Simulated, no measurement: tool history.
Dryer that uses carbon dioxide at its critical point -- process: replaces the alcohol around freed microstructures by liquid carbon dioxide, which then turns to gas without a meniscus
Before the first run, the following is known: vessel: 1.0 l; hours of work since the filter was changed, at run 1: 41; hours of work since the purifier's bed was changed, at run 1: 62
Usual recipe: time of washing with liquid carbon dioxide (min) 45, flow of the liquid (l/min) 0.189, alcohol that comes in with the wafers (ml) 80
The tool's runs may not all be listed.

run   hour  time of washing with liquid carbon dioxide (min)  flow of the liquid (l/min)  alcohol that comes in with the wafers (ml)  hours of work since the filter was changed  hours of work since the purifier's bed was changed  alcohol left in the vessel before it's heated (ppm by volume)
  1    0.0                                                45                       0.189                                          80                                          41                                                  62                                                             95
  2    9.4                                                45                       0.189                                          59                                          47                                                  67                                                             72
  3   14.1                                                45                       0.189                                          59                                          50                                                  70                                                             74
  4   20.8                                                45                       0.235                                          80                                          54                                                  75                                                             26
  5   25.6                                                68                       0.189                                          80                                          57                                                  78                                                             31
  6   36.2                                                45                       0.220                                          80                                          64                                                  84                                                             45
  7   42.6                                                45                       0.220                                          80                                          68                                                  89                                                             54
  8   51.6                                                45                       0.268                                          80                                          74                                                  94                                                             28
  9   56.2                                                45                       0.189                                          80                                          77                                                  97                                                            105
 10   64.6                                                34                       0.189                                          80                                          82                                                 103                                                            448
 11   73.8                                                45                       0.189                                          80                                          88                                                 108                                                            101
 12   84.3                                                45                       0.189                                          80                                          94                                                 115                                                            115
 13   91.0                                                45                       0.143                                          80                                          99                                                 119                                                            482
 14   97.5                                                45                       0.189                                          80                                         103                                                 123                                                            118
 15  104.6                                                45                       0.321                                          95                                         107                                                 128                                                             31
 16  109.2                                                69                       0.137                                          95                                         110                                                 131                                                             88
 17  116.0                                                36                       0.113                                          34                                         115                                                 135                                                           1382
 18  125.8                                                66                       0.300                                          38                                         121                                                 141                                                             45
 19  135.7                                                42                       0.300                                          22                                         127                                                 148                                                             49
 20  143.1                                                35                       0.189                                          80                                         132                                                 152                                                            444
 21  149.0                                                69                       0.310                                          35                                         136                                                 156                                                             43
 22  154.5                                                40                       0.200                                          80                                         139                                                 159                                                            182
 23  162.7                                                40                       0.200                                          80                                         144                                                 165                                                            181
 24  169.0                                                38                       0.209                                          80                                         148                                                 169                                                            185
 25  176.8                                                29                       0.128                                          29                                         153                                                 174                                                           1652
 26  181.3                                                45                       0.209                                          82                                         156                                                 176                                                             95
 27  187.1                                                45                       0.209                                          82                                         160                                                 180                                                             99
 28  195.3                                                45                       0.209                                          82                                         165                                                 185                                                             97

Here are 3 independent what-if runs from the current tool condition. What would each one return?
  A  204.3                                                45                       0.277                                          67                                         171                                                 191                                                              ?
  B  204.3                                                45                       0.118                                          56                                         171                                                 191                                                              ?
  C  204.3                                                33                       0.119                                         117                                         171                                                 191                                                              ?

run  alcohol left in the vessel before it's heated (ppm by volume)
  A                                                             59
  B                                                            966
  C                                                           5613
Had the tool no hidden state, the same runs would have come out as:
run  alcohol left in the vessel before it's heated (ppm by volume)
  A                                                              6
  B                                                            630
  C                                                           4209
